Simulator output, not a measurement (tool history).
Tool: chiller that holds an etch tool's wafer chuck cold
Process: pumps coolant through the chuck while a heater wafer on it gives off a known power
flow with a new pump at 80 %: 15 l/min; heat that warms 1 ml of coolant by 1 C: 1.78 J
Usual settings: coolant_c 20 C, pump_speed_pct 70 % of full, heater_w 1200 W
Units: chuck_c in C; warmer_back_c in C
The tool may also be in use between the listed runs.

| run | hour | coolant_c | pump_speed_pct | heater_w | chuck_c | warmer_back_c |
|---|---|---|---|---|---|---|
| 1 | 0.0 | 20 | 70 | 1200 | 31.1 | 3.14 |
|  | 76.4 | chiller's thermometer calibrated |
| 2 | 97.6 | 20 | 78 | 1200 | 30.1 | 2.79 |
| 3 | 211.2 | 20 | 78 | 1200 | 30.2 | 2.69 |
| 4 | 410.4 | 27 | 70 | 1200 | 38.1 | 3.02 |
| 5 | 508.1 | 20 | 70 | 1200 | 31.1 | 3.09 |
| 6 | 612.4 | 20 | 70 | 1200 | 30.9 | 3.06 |
| 7 | 786.9 | 20 | 70 | 1200 | 31.0 | 3.06 |
| 8 | 873.8 | 23 | 70 | 1200 | 33.8 | 2.99 |
| 9 | 1068.6 | 20 | 78 | 1200 | 30.0 | 2.66 |
| 10 | 1270.2 | 20 | 91 | 1200 | 28.7 | 2.18 |
| 11 | 1481.5 | 20 | 91 | 1200 | 28.8 | 2.16 |
| 12 | 1582.4 | 20 | 70 | 1163 | 30.8 | 2.82 |
| 13 | 1787.4 | 20 | 70 | 1163 | 30.9 | 2.81 |
| 14 | 1931.0 | 20 | 70 | 1163 | 30.6 | 2.79 |
| 15 | 2145.2 | 20 | 84 | 1200 | 29.3 | 2.29 |
| 16 | 2302.1 | 20 | 84 | 1200 | 29.4 | 2.37 |
| 17 | 2478.9 | 10 | 70 | 1200 | 20.9 | 2.82 |
| 18 | 2600.0 | 14 | 63 | 1379 | 27.7 | 3.76 |
|  | 2648.4 | gauge calibrated |
| 19 | 2719.5 | 14 | 63 | 1379 | 27.9 | 4.01 |
| 20 | 2900.4 | 25 | 88 | 803 | 31.0 | 1.59 |
| 21 | 3070.3 | 12 | 88 | 803 | 18.0 | 1.55 |
| 22 | 3174.6 | 28 | 79 | 1298 | 38.7 | 2.93 |
|  | 3289.1 | coolant pump overhauled |
| 23 | 3349.6 | 11 | 77 | 1181 | 20.9 | 2.66 |
| 24 | 3559.8 | 13 | 93 | 784 | 18.7 | 1.39 |
| 25 | 3761.3 | 13 | 74 | 642 | 18.6 | 1.42 |

Forecast each of these 5 alternatives for the next run:
| A | 3963.6 | 12 | 70 | 1200 | ? | ? |
| B | 3963.6 | 17 | 66 | 604 | ? | ? |
| C | 3963.6 | 13 | 67 | 801 | ? | ? |
| D | 3963.6 | 20 | 99 | 627 | ? | ? |
| E | 3963.6 | 13 | 74 | 1535 | ? | ? |

| run | chuck_c | warmer_back_c |
|---|---|---|
| A | 23.0 | 3.01 |
| B | 22.8 | 1.52 |
| C | 20.8 | 2.05 |
| D | 24.3 | 0.95 |
| E | 26.5 | 3.55 |
Without the tool's hidden state the same runs would have given:
| run | chuck_c | warmer_back_c |
|---|---|---|
| A | 23.0 | 3.17 |
| B | 22.8 | 1.68 |
| C | 20.8 | 2.21 |
| D | 24.3 | 1.10 |
| E | 26.5 | 3.70 |

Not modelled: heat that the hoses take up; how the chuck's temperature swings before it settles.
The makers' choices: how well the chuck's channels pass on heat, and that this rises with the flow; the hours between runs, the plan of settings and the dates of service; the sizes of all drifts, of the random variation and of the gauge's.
